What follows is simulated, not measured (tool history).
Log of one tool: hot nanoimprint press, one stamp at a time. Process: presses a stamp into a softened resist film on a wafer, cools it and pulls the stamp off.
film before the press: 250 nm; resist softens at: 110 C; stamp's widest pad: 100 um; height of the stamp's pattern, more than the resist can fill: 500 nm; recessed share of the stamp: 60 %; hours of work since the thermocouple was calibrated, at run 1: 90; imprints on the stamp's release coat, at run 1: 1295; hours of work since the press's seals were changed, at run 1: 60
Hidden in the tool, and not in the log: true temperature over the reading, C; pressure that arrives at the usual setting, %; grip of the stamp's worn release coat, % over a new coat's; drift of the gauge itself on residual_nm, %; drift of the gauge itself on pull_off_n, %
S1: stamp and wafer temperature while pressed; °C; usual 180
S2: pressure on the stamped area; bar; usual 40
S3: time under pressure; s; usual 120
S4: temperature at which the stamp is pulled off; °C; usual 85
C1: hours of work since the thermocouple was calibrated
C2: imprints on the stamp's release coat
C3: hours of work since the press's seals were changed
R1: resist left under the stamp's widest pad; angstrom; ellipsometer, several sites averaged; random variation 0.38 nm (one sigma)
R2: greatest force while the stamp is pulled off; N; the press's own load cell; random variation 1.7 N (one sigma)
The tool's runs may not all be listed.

run 1 hour=0 | S1=180 S2=40 S3=120 S4=85 | C1=90 C2=1295 C3=60 | R1=1444 R2=160
run 2 hour=7.1 | S1=180 S2=40 S3=120 S4=85 | C1=93 C2=1317 C3=63 | R1=1441 R2=161
run 3 hour=14.2 | S1=180 S2=40 S3=120 S4=85 | C1=97 C2=1339 C3=67 | R1=1448 R2=159
run 4 hour=18.8 | S1=180 S2=40 S3=120 S4=85 | C1=99 C2=1354 C3=69 | R1=1450 R2=161
run 5 hour=23.9 | S1=180 S2=40 S3=120 S4=85 | C1=102 C2=1370 C3=72 | R1=1451 R2=158
run 6 hour=27.7 | S1=180 S2=40 S3=120 S4=85 | C1=104 C2=1382 C3=73 | R1=1444 R2=160
run 7 hour=32.9 | S1=180 S2=38 S3=120 S4=85 | C1=106 C2=1398 C3=76 | R1=1479 R2=161
run 8 hour=37.3 | S1=180 S2=38 S3=120 S4=85 | C1=108 C2=1412 C3=78 | R1=1478 R2=157
run 9 hour=41.9 | S1=180 S2=38 S3=120 S4=85 | C1=111 C2=1426 C3=81 | R1=1481 R2=158
run 10 hour=45.7 | S1=180 S2=40 S3=120 S4=85 | C1=113 C2=1438 C3=82 | R1=1445 R2=159
run 11 hour=52.9 | S1=180 S2=40 S3=120 S4=85 | C1=116 C2=1461 C3=86 | R1=1449 R2=157
run 12 hour=60.7 | S1=180 S2=40 S3=120 S4=85 | C1=120 C2=1485 C3=90 | R1=1447 R2=157
run 13 hour=68.2 | S1=180 S2=40 S3=120 S4=82 | C1=124 C2=1509 C3=94 | R1=1447 R2=176
-- hour=77.6 stamp cleaned and given a new release coat
run 14 hour=80.3 | S1=187 S2=40 S3=120 S4=85 | C1=127 C2=9 C3=97 | R1=1043 R2=160
run 15 hour=87.1 | S1=188 S2=26.6 S3=120 S4=85 | C1=130 C2=30 C3=100 | R1=1211 R2=161
run 16 hour=94.2 | S1=188 S2=30.6 S3=90 S4=81 | C1=134 C2=52 C3=104 | R1=1248 R2=178
run 17 hour=97.9 | S1=188 S2=30.6 S3=90 S4=81 | C1=136 C2=64 C3=105 | R1=1256 R2=179
run 18 hour=103.6 | S1=188 S2=30.6 S3=90 S4=81 | C1=138 C2=82 C3=108 | R1=1245 R2=179
run 19 hour=108.1 | S1=178 S2=38.3 S3=90 S4=83 | C1=141 C2=96 C3=110 | R1=1730 R2=169
run 20 hour=115.7 | S1=176 S2=38.3 S3=96 S4=77 | C1=144 C2=120 C3=114 | R1=1830 R2=198
run 21 hour=119.9 | S1=180 S2=40.5 S3=98 S4=85 | C1=147 C2=133 C3=116 | R1=1531 R2=162
run 22 hour=125.1 | S1=180 S2=40.5 S3=98 S4=85 | C1=149 C2=149 C3=119 | R1=1536 R2=162
run 23 hour=134.1 | S1=180 S2=48.1 S3=120 S4=87 | C1=154 C2=177 C3=123 | R1=1339 R2=152
run 24 hour=139.7 | S1=180 S2=28.4 S3=120 S4=87 | C1=156 C2=195 C3=126 | R1=1652 R2=153
run 25 hour=144.8 | S1=180 S2=28.4 S3=120 S4=87 | C1=159 C2=211 C3=129 | R1=1649 R2=151
run 26 hour=153.1 | S1=171 S2=40 S3=120 S4=85 | C1=163 C2=237 C3=133 | R1=2014 R2=162
run 27 hour=159 | S1=180 S2=63.3 S3=120 S4=85 | C1=166 C2=256 C3=136 | R1=1177 R2=159
run 28 hour=167.6 | S1=180 S2=33.5 S3=76 S4=78 | C1=170 C2=282 C3=140 | R1=1754 R2=195

Forecast each of these 4 alternatives for the next run:
run A hour=176.3 | S1=180 S2=40 S3=120 S4=85 | C1=175 C2=310 C3=144 | R1=? R2=?
run B hour=176.3 | S1=180 S2=43.6 S3=103 S4=81 | C1=175 C2=310 C3=144 | R1=? R2=?
run C hour=176.3 | S1=180 S2=40 S3=100 S4=85 | C1=175 C2=310 C3=144 | R1=? R2=?
run D hour=176.3 | S1=180 S2=33.5 S3=76 S4=85 | C1=175 C2=310 C3=144 | R1=? R2=?

run=A R1=1448 R2=158
run=B R1=1458 R2=181
run=C R1=1529 R2=159
run=D R1=1750 R2=156
Without the tool's hidden state the same runs would have given:
run=A R1=1449 R2=158
run=B R1=1458 R2=181
run=C R1=1529 R2=159
run=D R1=1751 R2=156

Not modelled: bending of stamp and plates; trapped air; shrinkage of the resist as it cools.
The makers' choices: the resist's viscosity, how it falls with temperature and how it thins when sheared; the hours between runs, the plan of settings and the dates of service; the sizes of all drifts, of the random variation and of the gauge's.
